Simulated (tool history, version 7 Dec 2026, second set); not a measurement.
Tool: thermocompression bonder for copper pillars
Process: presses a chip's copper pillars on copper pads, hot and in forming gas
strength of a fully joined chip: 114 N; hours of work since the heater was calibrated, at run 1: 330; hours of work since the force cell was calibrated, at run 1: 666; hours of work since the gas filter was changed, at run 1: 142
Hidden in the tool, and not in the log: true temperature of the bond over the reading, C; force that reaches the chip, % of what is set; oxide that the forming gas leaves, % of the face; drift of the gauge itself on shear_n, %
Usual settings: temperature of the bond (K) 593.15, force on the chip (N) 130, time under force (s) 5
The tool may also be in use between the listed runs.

run	hour	temperature of the bond (K)	force on the chip (N)	time under force (s)	hours of work since the heater was calibrated	hours of work since the force cell was calibrated	hours of work since the gas filter was changed	force that shears a chip off (N)
1	0	593.15	130	5	330	666	142	67.9
2	39.9	593.15	130	5	357	693	169	66.6
3	118.2	593.15	130	5	410	746	221	65.9
4	158.7	573.15	130	5	437	773	248	53.4
# hour 196.5: forming gas filter changed
5	248.1	573.15	130	5	497	833	35	58
6	311.6	573.15	130	5	539	875	77	56.8
7	385.3	573.15	130	5	589	925	127	56.8
# hour 454.9: force cell calibrated
8	455.4	573.15	130	5	635	0	173	58.7
# hour 482.2: heater calibrated with a thermocouple chip
9	518.2	589.15	130	5	24	41	214	64.2
10	586.4	589.15	130	5	70	87	260	62.4
# hour 603.4: forming gas filter changed
11	645.1	593.15	130	5	109	126	28	70.6
12	682.7	611.15	130	5	134	151	53	81.4
13	765.6	593.15	130	8	190	207	109	78.7
14	802.1	593.15	130	8	215	232	134	78.4
15	854.7	593.15	130	8	250	267	169	78.4
16	930	593.15	130	8	301	318	220	75.3
17	977.6	593.15	130	8	333	350	252	74.7
# hour 1008.9: forming gas filter changed
18	1022.1	593.15	130	8	362	379	9	82.8
19	1075.2	580.15	130	8	398	415	45	72.8
20	1128.9	580.15	130	8	434	451	81	72.4
21	1168.2	587.15	130	10	461	478	107	79.5
22	1218.6	601.15	130	8	495	512	141	81.8
23	1300.5	601.15	130	8	550	567	196	82.1
24	1344.7	567.15	148	5	579	596	226	58.8
25	1408.5	567.15	148	5	622	639	269	57
# hour 1413.9: forming gas filter changed
# hour 1451.2: heater calibrated with a thermocouple chip
26	1457.4	596.15	130	5	4	671	28	70.3
27	1503.5	621.15	130	5	35	702	59	85
28	1590.5	577.15	101	14	94	760	117	63.7
29	1648.7	593.15	101	5	133	799	157	52.1
30	1713.2	593.15	101	5	176	843	200	51.6
31	1755.2	593.15	101	5	204	871	228	51.2
# hour 1819.5: forming gas filter changed
32	1827.3	593.15	81	5	253	919	5	45.3
33	1895.8	578.15	119	6	299	965	51	57.6
# hour 1907.8: force cell calibrated
34	1949.5	579.15	87	6	334	28	86	44.5
35	1987.1	603.15	87	6	359	53	112	58.1

Hidden state or all else? Some run-to-run changes of force that shears a chip off (N), split into what the settings, what came in and random variation would give without the hidden state, and what is left for the hidden state (with any gauge scatter that isn't in both results):
Run 8 -> 9: temperature of the bond (K) 573.15 -> 589.15, heater calibrated with a thermocouple chip. force that shears a chip off (N) +5.5: hidden state -5.6, all else +11.1.
Run 10 -> 11: temperature of the bond (K) 589.15 -> 593.15, forming gas filter changed. force that shears a chip off (N) +8.2: hidden state +5.6, all else +2.6.
Run 17 -> 18: forming gas filter changed. force that shears a chip off (N) +8.1: hidden state +6.8, all else +1.3.
Run 23 -> 24: temperature of the bond (K) 601.15 -> 567.15, force on the chip (N) 130 -> 148, time under force (s) 8 -> 5. force that shears a chip off (N) -23.3: hidden state +1.8, all else -25.1.
Run 26 -> 27: temperature of the bond (K) 596.15 -> 621.15. force that shears a chip off (N) +14.7: hidden state -0.8, all else +15.5.
Run 27 -> 28: temperature of the bond (K) 621.15 -> 577.15, force on the chip (N) 130 -> 101, time under force (s) 5 -> 14. force that shears a chip off (N) -21.3: hidden state -1, all else -20.3.
